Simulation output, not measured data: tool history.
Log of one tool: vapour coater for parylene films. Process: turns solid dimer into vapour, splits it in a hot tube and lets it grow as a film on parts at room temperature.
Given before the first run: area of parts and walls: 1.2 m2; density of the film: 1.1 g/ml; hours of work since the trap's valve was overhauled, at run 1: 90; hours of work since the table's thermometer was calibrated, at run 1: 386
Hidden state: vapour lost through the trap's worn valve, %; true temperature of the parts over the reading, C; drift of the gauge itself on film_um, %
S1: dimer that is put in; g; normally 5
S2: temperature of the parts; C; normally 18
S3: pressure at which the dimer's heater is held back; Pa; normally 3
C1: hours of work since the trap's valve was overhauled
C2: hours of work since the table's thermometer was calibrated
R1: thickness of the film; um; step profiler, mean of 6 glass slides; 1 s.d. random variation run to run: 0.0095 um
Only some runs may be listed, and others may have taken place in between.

run	day	S1	S2	S3	C1	C2	R1
1	0	5	18	3	90	386	2.812
2	0.571	7	18	3	102	397	3.914
3	1.179	5	18	8.49	114	410	2.196
4	1.525	5	18	8.49	121	417	2.207
5	1.862	5	18	8.49	128	424	2.202
6	2.404	5	18	8.49	139	435	2.209
7	2.725	2	18	8.49	146	441	0.873
8	3.312	2	18	8.49	158	453	0.871
# day 3.512: trap's valve overhauled
9	4.133	7	18	3	13	467	3.812
10	4.717	7	18	3	25	479	3.77
11	5.125	7	13	11.65	33	487	3.128
12	5.417	5	27	4.19	39	493	2.02
13	5.8	5	18	3	47	501	2.68
# day 6.162: trap's valve overhauled, once more
14	6.292	9	11	11.67	3	507	4.453
15	6.942	6	17	10.66	16	521	2.617
16	7.308	5	13	3.05	23	528	3.188
17	7.958	5	18	3	37	541	2.825
18	8.254	2	18	3	43	547	1.132

Below are 4 alternative next runs, each starting from the tool's condition after run 18. Predict each:
A	8.571	5	23	7.38	49	554	?
B	8.571	7	21	3	49	554	?
C	8.571	2	18	2.05	49	554	?
D	8.571	2	23	8.55	49	554	?

run	R1
A	2.062
B	3.691
C	1.234
D	0.784
Stripped of hidden state, with their random variation kept, the same runs would have yielded:
run	R1
A	2.103
B	3.764
C	1.258
D	0.8
